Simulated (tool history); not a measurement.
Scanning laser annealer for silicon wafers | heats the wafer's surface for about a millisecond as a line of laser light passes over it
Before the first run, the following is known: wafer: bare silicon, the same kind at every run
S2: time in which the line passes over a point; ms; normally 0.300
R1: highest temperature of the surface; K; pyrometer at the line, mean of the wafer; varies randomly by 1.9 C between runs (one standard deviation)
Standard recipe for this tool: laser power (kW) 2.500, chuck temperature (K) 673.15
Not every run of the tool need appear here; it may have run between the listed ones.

{"run": 1, "hour": 0.0, "laser power (kW)": 2.5, "S2": 0.3, "chuck temperature (K)": 673.15, "R1": 1443.15}
{"hour": 31.9, "done": "window over the wafer cleaned"}
{"run": 2, "hour": 43.2, "laser power (kW)": 2.5, "S2": 0.3, "chuck temperature (K)": 673.15, "R1": 1439.15}
{"run": 3, "hour": 109.2, "laser power (kW)": 2.212, "S2": 0.3, "chuck temperature (K)": 673.15, "R1": 1343.15}
{"run": 4, "hour": 160.1, "laser power (kW)": 2.5, "S2": 0.3, "chuck temperature (K)": 673.15, "R1": 1439.15}
{"run": 5, "hour": 194.1, "laser power (kW)": 2.5, "S2": 0.3, "chuck temperature (K)": 655.15, "R1": 1422.15}
{"run": 6, "hour": 272.6, "laser power (kW)": 2.5, "S2": 0.3, "chuck temperature (K)": 655.15, "R1": 1416.15}
{"run": 7, "hour": 315.1, "laser power (kW)": 2.542, "S2": 0.3, "chuck temperature (K)": 673.15, "R1": 1453.15}
{"run": 8, "hour": 355.5, "laser power (kW)": 2.542, "S2": 0.3, "chuck temperature (K)": 673.15, "R1": 1448.15}
{"run": 9, "hour": 405.9, "laser power (kW)": 2.5, "S2": 0.281, "chuck temperature (K)": 673.15, "R1": 1414.15}
{"run": 10, "hour": 467.0, "laser power (kW)": 2.5, "S2": 0.281, "chuck temperature (K)": 673.15, "R1": 1414.15}
{"run": 11, "hour": 504.3, "laser power (kW)": 2.5, "S2": 0.281, "chuck temperature (K)": 673.15, "R1": 1412.15}
{"run": 12, "hour": 537.5, "laser power (kW)": 2.5, "S2": 0.281, "chuck temperature (K)": 673.15, "R1": 1416.15}
{"run": 13, "hour": 577.4, "laser power (kW)": 2.419, "S2": 0.303, "chuck temperature (K)": 635.15, "R1": 1375.15}
{"run": 14, "hour": 632.9, "laser power (kW)": 2.448, "S2": 0.3, "chuck temperature (K)": 678.15, "R1": 1426.15}
{"run": 15, "hour": 706.2, "laser power (kW)": 2.635, "S2": 0.3, "chuck temperature (K)": 678.15, "R1": 1489.15}
{"run": 16, "hour": 748.5, "laser power (kW)": 2.5, "S2": 0.21, "chuck temperature (K)": 679.15, "R1": 1319.15}
{"run": 17, "hour": 816.9, "laser power (kW)": 2.593, "S2": 0.223, "chuck temperature (K)": 679.15, "R1": 1361.15}
{"run": 18, "hour": 870.4, "laser power (kW)": 2.593, "S2": 0.223, "chuck temperature (K)": 679.15, "R1": 1360.15}
{"run": 19, "hour": 922.0, "laser power (kW)": 2.593, "S2": 0.223, "chuck temperature (K)": 679.15, "R1": 1362.15}

Each row is a separate what-if for the run after 19, all from the same tool condition, not one after another. Results?
{"run": "A", "hour": 966.0, "laser power (kW)": 2.704, "S2": 0.3, "chuck temperature (K)": 673.15, "R1": "?"}
{"run": "B", "hour": 966.0, "laser power (kW)": 2.5, "S2": 0.334, "chuck temperature (K)": 673.15, "R1": "?"}
{"run": "C", "hour": 966.0, "laser power (kW)": 2.16, "S2": 0.25, "chuck temperature (K)": 652.15, "R1": "?"}
{"run": "D", "hour": 966.0, "laser power (kW)": 2.523, "S2": 0.223, "chuck temperature (K)": 679.15, "R1": "?"}
{"run": "E", "hour": 966.0, "laser power (kW)": 2.565, "S2": 0.3, "chuck temperature (K)": 710.15, "R1": "?"}

run=A R1=1505.15
run=B R1=1481.15
run=C R1=1247.15
run=D R1=1344.15
run=E R1=1498.15
With the hidden condition removed and each run's random variation left untouched, the same runs would have given:
run=A R1=1505.15
run=B R1=1481.15
run=C R1=1247.15
run=D R1=1345.15
run=E R1=1498.15
